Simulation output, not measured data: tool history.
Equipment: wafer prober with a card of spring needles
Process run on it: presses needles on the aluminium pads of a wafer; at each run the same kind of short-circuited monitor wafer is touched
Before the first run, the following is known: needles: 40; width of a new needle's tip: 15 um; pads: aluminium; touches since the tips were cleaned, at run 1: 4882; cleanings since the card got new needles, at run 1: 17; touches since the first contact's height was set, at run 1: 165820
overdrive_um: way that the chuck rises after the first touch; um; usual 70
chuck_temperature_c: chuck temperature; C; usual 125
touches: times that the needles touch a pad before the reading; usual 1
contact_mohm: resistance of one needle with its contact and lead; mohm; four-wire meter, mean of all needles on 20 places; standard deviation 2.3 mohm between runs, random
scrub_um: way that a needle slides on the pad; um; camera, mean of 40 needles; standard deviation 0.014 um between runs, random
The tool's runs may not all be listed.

run	hour	overdrive_um	chuck_temperature_c	touches	touches since the tips were cleaned	cleanings since the card got new needles	touches since the first contact's height was set	contact_mohm	scrub_um
1	0.0	70	125	1	4882	17	165820	311	12.26
# hour 10.8: tips cleaned on abrasive film
2	18.5	70	125	1	3343	18	173820	316	12.24
# hour 23.3: height of the first contact set anew
# hour 33.1: tips cleaned on abrasive film
3	39.0	70	88	1	2583	19	6824	293	12.50
4	52.5	70	88	1	8420	19	12661	317	12.47
# hour 53.8: tips cleaned on abrasive film
5	69.1	70	125	2	6655	20	19864	291	12.47
# hour 74.0: tips cleaned on abrasive film
6	92.4	70	125	2	8012	21	29954	297	12.47
# hour 94.1: tips cleaned on abrasive film
# hour 115.8: tips cleaned on abrasive film
7	118.6	69	125	1	1206	23	41256	290	12.26
8	132.7	70	125	1	7349	23	47399	323	12.43
# hour 138.0: tips cleaned on abrasive film
9	145.6	70	125	1	3317	24	52988	307	12.42
# hour 159.1: tips cleaned on abrasive film
10	165.2	70	125	1	2684	25	61482	308	12.41
# hour 180.6: tips cleaned on abrasive film
11	185.9	70	125	1	2311	26	70449	298	12.39
12	200.5	70	125	1	8631	26	76769	327	12.39
# hour 202.2: tips cleaned on abrasive film
13	219.1	70	125	1	7361	27	84837	325	12.37
# hour 223.7: tips cleaned on abrasive film
14	239.1	70	125	1	6696	28	93489	324	12.36
# hour 244.8: tips cleaned on abrasive film
15	258.6	84	94	2	5996	29	101915	271	14.85
# hour 266.1: tips cleaned on abrasive film
16	281.4	84	94	2	6642	30	111814	274	14.84
# hour 287.9: tips cleaned on abrasive film
17	295.9	70	89	3	3507	31	118101	265	12.31
# hour 308.4: tips cleaned on abrasive film
18	317.1	70	89	3	3825	32	127280	265	12.31
# hour 330.4: tips cleaned on abrasive film
19	343.8	70	32	1	5824	33	138820	310	12.30
# hour 351.2: tips cleaned on abrasive film
20	364.8	70	63	1	5935	34	147944	312	12.30
# hour 371.6: tips cleaned on abrasive film
21	376.7	64	43	2	2220	35	153078	271	11.19
22	390.4	76	33	2	8179	35	159037	274	13.33
# hour 392.3: tips cleaned on abrasive film
23	408.5	76	33	2	7058	36	166860	279	13.33
# hour 413.2: tips cleaned on abrasive film
# hour 429.1: height of the first contact set anew
24	433.1	85	125	1	8551	37	1746	308	15.19
# hour 434.4: tips cleaned on abrasive film
# hour 454.7: tips cleaned on abrasive film
25	454.7	85	125	1	0	39	11038	254	15.17
26	470.3	78	55	1	6782	39	17820	303	13.92
# hour 475.6: tips cleaned on abrasive film
27	483.6	78	55	1	3491	40	23579	288	13.88
# hour 495.7: tips cleaned on abrasive film
28	507.9	79	30	2	5276	41	34102	262	14.06

Predict each of these 3 candidate next runs independently; none follows another, all start after run 28:
# hour 516.8: tips cleaned on abrasive film
A	521.9	65	125	2	2222	42	40159	?	?
# hour 516.8: tips cleaned on abrasive film
B	521.9	79	31	2	2222	42	40159	?	?
# hour 516.8: tips cleaned on abrasive film
C	521.9	84	96	2	2222	42	40159	?	?

run	contact_mohm	scrub_um
A	290	11.56
B	252	14.06
C	262	14.95
Without the tool's hidden state the same runs would have given:
run	contact_mohm	scrub_um
A	258	11.64
B	227	14.13
C	242	15.02
